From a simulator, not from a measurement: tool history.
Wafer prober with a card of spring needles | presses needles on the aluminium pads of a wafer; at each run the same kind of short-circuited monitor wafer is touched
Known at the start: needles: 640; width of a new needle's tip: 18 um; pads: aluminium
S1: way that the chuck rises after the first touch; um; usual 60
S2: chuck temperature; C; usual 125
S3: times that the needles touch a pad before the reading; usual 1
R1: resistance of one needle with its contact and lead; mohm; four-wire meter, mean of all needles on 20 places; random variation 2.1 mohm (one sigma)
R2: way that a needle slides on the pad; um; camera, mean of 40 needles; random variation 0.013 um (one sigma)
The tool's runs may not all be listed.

run 1 hour=0 | S1=60 S2=125 S3=1 | R1=328 R2=14.33
run 2 hour=12.5 | S1=60 S2=50 S3=1 | R1=415 R2=14.33
-- hour=14.1 tips cleaned on abrasive film
run 3 hour=32.1 | S1=60 S2=125 S3=1 | R1=473 R2=14.3
-- hour=35.4 tips cleaned on abrasive film
run 4 hour=43.8 | S1=60 S2=125 S3=1 | R1=354 R2=14.26
-- hour=56 tips cleaned on abrasive film
run 5 hour=61.9 | S1=60 S2=125 S3=1 | R1=324 R2=14.29
-- hour=76.4 tips cleaned on abrasive film
run 6 hour=77.7 | S1=60 S2=125 S3=1 | R1=265 R2=14.26
run 7 hour=88.8 | S1=60 S2=125 S3=1 | R1=377 R2=14.28
-- hour=96.8 tips cleaned on abrasive film
run 8 hour=106.5 | S1=60 S2=125 S3=1 | R1=356 R2=14.26
-- hour=118.4 tips cleaned on abrasive film
-- hour=123 tips cleaned on abrasive film, once more
run 9 hour=124.7 | S1=60 S2=125 S3=1 | R1=259 R2=14.24
run 10 hour=135.8 | S1=60 S2=125 S3=3 | R1=286 R2=14.22
-- hour=143.5 tips cleaned on abrasive film
run 11 hour=152.7 | S1=60 S2=125 S3=3 | R1=270 R2=14.22
-- hour=164.8 tips cleaned on abrasive film
run 12 hour=170.6 | S1=60 S2=125 S3=3 | R1=264 R2=14.21
-- hour=185.3 tips cleaned on abrasive film
run 13 hour=187.6 | S1=60 S2=125 S3=1 | R1=274 R2=14.2
-- hour=206.7 tips cleaned on abrasive film
run 14 hour=208.9 | S1=60 S2=125 S3=1 | R1=275 R2=14.2
run 15 hour=218.8 | S1=60 S2=125 S3=1 | R1=390 R2=14.19
-- hour=227.4 tips cleaned on abrasive film
run 16 hour=236.5 | S1=60 S2=125 S3=1 | R1=362 R2=14.2
-- hour=248.6 tips cleaned on abrasive film
-- hour=248.9 height of the first contact set anew
run 17 hour=256.1 | S1=79 S2=93 S3=1 | R1=293 R2=19.02
-- hour=270.2 tips cleaned on abrasive film
run 18 hour=274.7 | S1=51 S2=57 S3=3 | R1=261 R2=12.26
run 19 hour=286.5 | S1=77 S2=57 S3=1 | R1=331 R2=18.52
-- hour=290.9 tips cleaned on abrasive film
run 20 hour=298.9 | S1=77 S2=57 S3=1 | R1=294 R2=18.5
run 21 hour=307.9 | S1=58 S2=94 S3=1 | R1=427 R2=13.94
-- hour=311.4 tips cleaned on abrasive film
run 22 hour=321.9 | S1=58 S2=94 S3=1 | R1=380 R2=13.91
-- hour=332.9 tips cleaned on abrasive film
run 23 hour=334.8 | S1=58 S2=94 S3=1 | R1=265 R2=13.91
run 24 hour=343.7 | S1=58 S2=94 S3=1 | R1=376 R2=13.9
-- hour=353.2 tips cleaned on abrasive film
run 25 hour=354.7 | S1=67 S2=40 S3=1 | R1=231 R2=16.06
run 26 hour=371.6 | S1=67 S2=40 S3=1 | R1=381 R2=16.07
-- hour=373.5 tips cleaned on abrasive film
run 27 hour=386.4 | S1=62 S2=44 S3=1 | R1=385 R2=14.84
-- hour=394.9 tips cleaned on abrasive film
run 28 hour=400.6 | S1=45 S2=125 S3=2 | R1=328 R2=10.75
-- hour=416 tips cleaned on abrasive film
run 29 hour=416 | S1=45 S2=125 S3=2 | R1=240 R2=10.71
run 30 hour=425.1 | S1=68 S2=44 S3=1 | R1=325 R2=16.29
-- hour=438.2 tips cleaned on abrasive film
run 31 hour=441.4 | S1=68 S2=44 S3=1 | R1=265 R2=16.27
run 32 hour=454.2 | S1=63 S2=68 S3=1 | R1=393 R2=15.04

4 ways to go on from here, each from the tool as it stands after run 32. What would each give?
-- hour=459.5 tips cleaned on abrasive film
run A hour=469.9 | S1=60 S2=74 S3=1 | R1=? R2=?
-- hour=459.5 tips cleaned on abrasive film
run B hour=469.9 | S1=58 S2=73 S3=2 | R1=? R2=?
-- hour=459.5 tips cleaned on abrasive film
run C hour=469.9 | S1=48 S2=35 S3=2 | R1=? R2=?
-- hour=459.5 tips cleaned on abrasive film
run D hour=469.9 | S1=60 S2=125 S3=2 | R1=? R2=?

run=A R1=377 R2=14.31
run=B R1=313 R2=13.81
run=C R1=360 R2=11.43
run=D R1=314 R2=14.33
Without the tool's hidden state the same runs would have given:
run=A R1=215 R2=14.43
run=B R1=211 R2=13.93
run=C R1=207 R2=11.54
run=D R1=225 R2=14.44

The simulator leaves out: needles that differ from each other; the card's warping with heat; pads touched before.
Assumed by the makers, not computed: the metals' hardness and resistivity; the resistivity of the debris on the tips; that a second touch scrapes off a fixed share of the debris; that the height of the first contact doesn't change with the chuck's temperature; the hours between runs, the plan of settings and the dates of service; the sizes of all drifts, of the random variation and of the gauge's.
